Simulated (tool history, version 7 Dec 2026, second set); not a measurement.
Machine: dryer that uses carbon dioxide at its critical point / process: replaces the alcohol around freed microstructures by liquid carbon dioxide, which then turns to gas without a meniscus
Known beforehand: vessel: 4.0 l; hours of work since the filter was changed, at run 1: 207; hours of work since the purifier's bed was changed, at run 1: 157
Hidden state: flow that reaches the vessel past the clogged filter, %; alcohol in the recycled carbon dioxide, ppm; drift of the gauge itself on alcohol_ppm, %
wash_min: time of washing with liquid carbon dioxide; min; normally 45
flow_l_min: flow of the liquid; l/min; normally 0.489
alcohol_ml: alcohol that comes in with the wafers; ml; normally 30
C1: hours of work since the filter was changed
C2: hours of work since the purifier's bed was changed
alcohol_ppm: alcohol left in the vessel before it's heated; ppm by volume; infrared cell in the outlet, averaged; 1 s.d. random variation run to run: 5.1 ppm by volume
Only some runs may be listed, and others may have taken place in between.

Run 1, hour 0.0: usual settings; C1 207; C2 157. Result: alcohol_ppm 144 ppm by volume.
Run 2, hour 14.6: usual settings; C1 218; C2 168. Result: alcohol_ppm 149 ppm by volume.
Run 3, hour 29.4: usual settings but flow_l_min 0.799 l/min; C1 230; C2 179. Result: alcohol_ppm 52 ppm by volume.
At hour 39.6: inlet filter changed.
Run 4, hour 42.6: usual settings but alcohol_ml 59 ml; C1 2; C2 189. Result: alcohol_ppm 208 ppm by volume.
Run 5, hour 57.4: usual settings but alcohol_ml 59 ml; C1 14; C2 201. Result: alcohol_ppm 194 ppm by volume.
Run 6, hour 66.4: usual settings but alcohol_ml 59 ml; C1 21; C2 208. Result: alcohol_ppm 193 ppm by volume.
Run 7, hour 79.5: usual settings but alcohol_ml 58 ml; C1 31; C2 218. Result: alcohol_ppm 193 ppm by volume.
Run 8, hour 89.0: usual settings but alcohol_ml 58 ml; C1 38; C2 225. Result: alcohol_ppm 205 ppm by volume.
Run 9, hour 100.4: usual settings but alcohol_ml 58 ml; C1 47; C2 234. Result: alcohol_ppm 211 ppm by volume.
Run 10, hour 113.2: usual settings but alcohol_ml 29 ml; C1 57; C2 244. Result: alcohol_ppm 134 ppm by volume.
Run 11, hour 126.2: usual settings but alcohol_ml 37 ml; C1 67; C2 254. Result: alcohol_ppm 166 ppm by volume.
Run 12, hour 141.7: usual settings but alcohol_ml 63 ml; C1 79; C2 266. Result: alcohol_ppm 234 ppm by volume.
Run 13, hour 155.5: usual settings but alcohol_ml 63 ml; C1 90; C2 277. Result: alcohol_ppm 237 ppm by volume.
Run 14, hour 162.4: usual settings but wash_min 53 min; C1 96; C2 282. Result: alcohol_ppm 106 ppm by volume.
Run 15, hour 178.3: usual settings but alcohol_ml 27 ml; C1 108; C2 295. Result: alcohol_ppm 140 ppm by volume.
Run 16, hour 188.4: usual settings but flow_l_min 0.485 l/min, alcohol_ml 27 ml; C1 116; C2 303. Result: alcohol_ppm 141 ppm by volume.
Run 17, hour 199.8: usual settings but wash_min 56 min, flow_l_min 0.356 l/min, alcohol_ml 51 ml; C1 125; C2 311. Result: alcohol_ppm 314 ppm by volume.
Run 18, hour 212.1: usual settings but wash_min 56 min, flow_l_min 0.356 l/min, alcohol_ml 51 ml; C1 134; C2 321. Result: alcohol_ppm 316 ppm by volume.
Run 19, hour 225.6: usual settings but wash_min 28 min, flow_l_min 0.471 l/min, alcohol_ml 103 ml; C1 145; C2 331. Result: alcohol_ppm 1855 ppm by volume.
Run 20, hour 232.6: usual settings but wash_min 32 min, alcohol_ml 101 ml; C1 150; C2 337. Result: alcohol_ppm 1117 ppm by volume.
Run 21, hour 246.7: usual settings but wash_min 32 min, alcohol_ml 101 ml; C1 161; C2 348. Result: alcohol_ppm 1176 ppm by volume.
Run 22, hour 258.4: usual settings but wash_min 42 min, flow_l_min 0.695 l/min, alcohol_ml 83 ml; C1 170; C2 357. Result: alcohol_ppm 137 ppm by volume.
Run 23, hour 266.3: usual settings but wash_min 46 min, flow_l_min 0.695 l/min, alcohol_ml 41 ml; C1 176; C2 363. Result: alcohol_ppm 93 ppm by volume.
Run 24, hour 276.5: usual settings but wash_min 58 min, flow_l_min 0.789 l/min, alcohol_ml 23 ml; C1 184; C2 371. Result: alcohol_ppm 88 ppm by volume.
Run 25, hour 292.5: usual settings but wash_min 49 min, flow_l_min 0.351 l/min, alcohol_ml 23 ml; C1 197; C2 384. Result: alcohol_ppm 283 ppm by volume.
Run 26, hour 306.7: usual settings but wash_min 49 min, flow_l_min 0.351 l/min, alcohol_ml 23 ml; C1 208; C2 395. Result: alcohol_ppm 300 ppm by volume.
Run 27, hour 319.2: usual settings but wash_min 38 min, flow_l_min 0.753 l/min, alcohol_ml 65 ml; C1 218; C2 404. Result: alcohol_ppm 144 ppm by volume.
Run 28, hour 332.5: usual settings but wash_min 38 min, flow_l_min 0.753 l/min, alcohol_ml 65 ml; C1 228; C2 415. Result: alcohol_ppm 147 ppm by volume.
At hour 345.8: inlet filter changed.
Run 29, hour 347.8: usual settings but flow_l_min 0.644 l/min, alcohol_ml 78 ml; C1 2; C2 426. Result: alcohol_ppm 140 ppm by volume.

Measured minus without-hidden-state, run by run (identical run-to-run variation in each term; gauge scatter may differ):
run  alcohol_ppm
  1          +61
  2          +65
  3          +45
  4          +45
  5          +50
  6          +51
  7          +54
  8          +60
  9          +62
 10          +59
 11          +66
 12          +75
 13          +80
 14          +68
 15          +75
 16          +79
 17          +98
 18         +104
 19         +244
 20         +196
 21         +216
 22          +94
 23          +82
 24          +84
 25         +117
 26         +124
 27         +105
 28         +109
 29          +97
